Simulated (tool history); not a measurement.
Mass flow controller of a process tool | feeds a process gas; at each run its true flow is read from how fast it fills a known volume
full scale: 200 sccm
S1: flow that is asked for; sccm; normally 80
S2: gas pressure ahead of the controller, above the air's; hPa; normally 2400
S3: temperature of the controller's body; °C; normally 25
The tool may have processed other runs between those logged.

Run 1, hour 0: usual settings. Result: true flow (%) 98.53.
Run 2, hour 270: usual settings but S3 40 °C. Result: true flow (%) 97.85.
Run 3, hour 579.7: usual settings but S3 40 °C. Result: true flow (%) 97.79.
At hour 639.1: controller's zero set anew.
Run 4, hour 743.9: usual settings. Result: true flow (%) 98.76.
Run 5, hour 971.9: usual settings. Result: true flow (%) 98.61.
Run 6, hour 1231: usual settings but S3 22 °C. Result: true flow (%) 98.93.
Run 7, hour 1525.9: usual settings but S3 22 °C. Result: true flow (%) 99.02.
Run 8, hour 1720.3: usual settings. Result: true flow (%) 98.98.
Run 9, hour 1859.4: usual settings. Result: true flow (%) 98.85.
Run 10, hour 2129: usual settings. Result: true flow (%) 98.94.
Run 11, hour 2316.2: usual settings. Result: true flow (%) 99.02.
Run 12, hour 2514.1: usual settings. Result: true flow (%) 99.17.
Run 13, hour 2718.7: usual settings but S3 22 °C. Result: true flow (%) 99.25.
At hour 2925.4: gauge calibrated.
Run 14, hour 2977.5: usual settings but S3 22 °C. Result: true flow (%) 98.71.
Run 15, hour 3208.3: usual settings but S3 22 °C. Result: true flow (%) 98.6.
Run 16, hour 3447.6: usual settings but S1 21 sccm, S2 2420 hPa. Result: true flow (%) 97.93.
Run 17, hour 3757.6: usual settings but S1 21 sccm, S2 2420 hPa. Result: true flow (%) 98.04.
Run 18, hour 3924.7: usual settings but S1 97 sccm, S2 2460 hPa. Result: true flow (%) 98.93.
Run 19, hour 4243.4: usual settings but S1 35 sccm, S2 1900 hPa. Result: true flow (%) 98.4.
Run 20, hour 4429: usual settings but S1 36 sccm, S2 1900 hPa, S3 31 °C. Result: true flow (%) 98.31.
Run 21, hour 4633.8: usual settings but S1 59 sccm. Result: true flow (%) 98.71.
Run 22, hour 4874.3: usual settings but S1 67 sccm, S3 33 °C. Result: true flow (%) 98.48.
Run 23, hour 5051: usual settings but S1 67 sccm, S3 33 °C. Result: true flow (%) 98.48.
Run 24, hour 5375: usual settings but S2 2520 hPa. Result: true flow (%) 99.09.

What if the next run were any one of these 5? Each begins from the tool's condition after run 24:
Run A, hour 5611.1: usual settings but S1 31 sccm. Result: true flow (%) ?.
Run B, hour 5611.1: usual settings but S1 147 sccm, S2 1590 hPa, S3 27 °C. Result: true flow (%) ?.
Run C, hour 5611.1: usual settings but S2 1840 hPa. Result: true flow (%) ?.
Run D, hour 5611.1: usual settings but S1 26 sccm, S2 2520 hPa, S3 30 °C. Result: true flow (%) ?.
Run E, hour 5611.1: usual settings but S1 134 sccm, S2 2740 hPa, S3 35 °C. Result: true flow (%) ?.

run  true flow (%)
  A          98.63
  B         100.12
  C          99.42
  D          98.14
  E          99.04
Without the tool's unlogged condition, the same runs would have read:
run  true flow (%)
  A           97.9
  B          99.38
  C          98.69
  D          97.42
  E          98.32
